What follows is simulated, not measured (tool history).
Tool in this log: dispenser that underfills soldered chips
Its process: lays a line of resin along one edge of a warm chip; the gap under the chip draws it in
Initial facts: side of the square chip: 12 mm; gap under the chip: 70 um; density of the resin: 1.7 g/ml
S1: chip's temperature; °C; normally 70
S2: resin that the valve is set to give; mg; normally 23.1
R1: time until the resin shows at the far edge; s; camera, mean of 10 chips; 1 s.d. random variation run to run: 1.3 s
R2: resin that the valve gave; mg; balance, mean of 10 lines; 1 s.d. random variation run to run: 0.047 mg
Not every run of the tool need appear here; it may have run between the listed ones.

{"run": 1, "day": 0.0, "S1": 70, "S2": 23.1, "R1": 131.6, "R2": 22.75}
{"run": 2, "day": 0.183, "S1": 70, "S2": 23.1, "R1": 143.8, "R2": 22.79}
{"run": 3, "day": 0.379, "S1": 70, "S2": 23.1, "R1": 162.6, "R2": 22.74}
{"day": 0.496, "done": "new syringe of resin"}
{"run": 4, "day": 0.688, "S1": 70, "S2": 23.1, "R1": 140.5, "R2": 22.66}
{"run": 5, "day": 0.862, "S1": 70, "S2": 23.1, "R1": 153.3, "R2": 22.69}
{"run": 6, "day": 1.033, "S1": 70, "S2": 23.1, "R1": 168.8, "R2": 22.66}
{"day": 1.096, "done": "new syringe of resin"}
{"run": 7, "day": 1.212, "S1": 70, "S2": 23.1, "R1": 134.9, "R2": 22.63}
{"run": 8, "day": 1.5, "S1": 70, "S2": 23.1, "R1": 156.9, "R2": 22.57}
{"run": 9, "day": 1.629, "S1": 62, "S2": 23.1, "R1": 244.6, "R2": 22.5}
{"day": 1.683, "done": "new syringe of resin"}
{"run": 10, "day": 1.938, "S1": 62, "S2": 23.1, "R1": 209.9, "R2": 22.48}
{"run": 11, "day": 2.075, "S1": 62, "S2": 23.1, "R1": 223.9, "R2": 22.37}
{"day": 2.271, "done": "new syringe of resin"}
{"run": 12, "day": 2.271, "S1": 62, "S2": 23.1, "R1": 189, "R2": 22.38}
{"run": 13, "day": 2.438, "S1": 62, "S2": 23.1, "R1": 206.2, "R2": 22.35}
{"run": 14, "day": 2.679, "S1": 70, "S2": 20.8, "R1": 165.3, "R2": 20.25}
{"day": 2.867, "done": "new syringe of resin"}
{"run": 15, "day": 2.867, "S1": 70, "S2": 24.2, "R1": 124.4, "R2": 23.53}
{"run": 16, "day": 3.046, "S1": 70, "S2": 24.2, "R1": 137.2, "R2": 23.44}
{"run": 17, "day": 3.333, "S1": 65, "S2": 21.3, "R1": 211.4, "R2": 20.53}
{"day": 3.462, "done": "new syringe of resin"}
{"run": 18, "day": 3.588, "S1": 77, "S2": 19.7, "R1": 103.5, "R2": 19}
{"run": 19, "day": 3.717, "S1": 67, "S2": 20.1, "R1": 172.5, "R2": 19.42}
{"run": 20, "day": 3.971, "S1": 67, "S2": 20.1, "R1": 202, "R2": 19.31}
{"day": 4.054, "done": "new syringe of resin"}
{"run": 21, "day": 4.188, "S1": 66, "S2": 25.4, "R1": 156.2, "R2": 24.35}
{"day": 4.342, "done": "dispensing valve cleaned and set on the balance"}
{"run": 22, "day": 4.5, "S1": 66, "S2": 20.9, "R1": 190.2, "R2": 20.86}
{"day": 4.679, "done": "new syringe of resin"}
{"run": 23, "day": 4.746, "S1": 62, "S2": 21, "R1": 192.5, "R2": 20.87}
{"run": 24, "day": 5.008, "S1": 85, "S2": 25, "R1": 70.8, "R2": 24.81}
{"day": 5.262, "done": "new syringe of resin"}
{"run": 25, "day": 5.288, "S1": 58, "S2": 22, "R1": 228.5, "R2": 21.81}
{"run": 26, "day": 5.408, "S1": 81, "S2": 27.8, "R1": 76.2, "R2": 27.66}
{"run": 27, "day": 5.638, "S1": 74, "S2": 20.6, "R1": 125.2, "R2": 20.33}
{"day": 5.858, "done": "new syringe of resin"}
{"run": 28, "day": 5.9, "S1": 74, "S2": 20.6, "R1": 111.4, "R2": 20.33}
{"run": 29, "day": 6.138, "S1": 72, "S2": 22.9, "R1": 129.1, "R2": 22.57}
{"run": 30, "day": 6.275, "S1": 56, "S2": 19.9, "R1": 321.1, "R2": 19.6}
{"day": 6.454, "done": "new syringe of resin"}
{"run": 31, "day": 6.55, "S1": 56, "S2": 19.9, "R1": 269.3, "R2": 19.62}
{"run": 32, "day": 6.783, "S1": 56, "S2": 19.9, "R1": 301.2, "R2": 19.53}

Predict each of these 5 candidate next runs independently; none follows another, all start after run 32:
{"day": 7.046, "done": "new syringe of resin"}
{"run": "A", "day": 7.05, "S1": 71, "S2": 19.9, "R1": "?", "R2": "?"}
{"day": 7.046, "done": "new syringe of resin"}
{"run": "B", "day": 7.05, "S1": 78, "S2": 23.7, "R1": "?", "R2": "?"}
{"day": 7.046, "done": "new syringe of resin"}
{"run": "C", "day": 7.05, "S1": 60, "S2": 19.9, "R1": "?", "R2": "?"}
{"day": 7.046, "done": "new syringe of resin"}
{"run": "D", "day": 7.05, "S1": 70, "S2": 26.7, "R1": "?", "R2": "?"}
{"day": 7.046, "done": "new syringe of resin"}
{"run": "E", "day": 7.05, "S1": 83, "S2": 27.5, "R1": "?", "R2": "?"}

run=A R1=123.2 R2=19.49
run=B R1=80.4 R2=23.27
run=C R1=211.7 R2=19.48
run=D R1=115.1 R2=26.15
run=E R1=64.6 R2=26.95
What these runs would have given with no unlogged condition in the tool:
run=A R1=132.6 R2=19.85
run=B R1=86.8 R2=23.69
run=C R1=228.9 R2=19.84
run=D R1=124.7 R2=26.63
run=E R1=69.6 R2=27.45
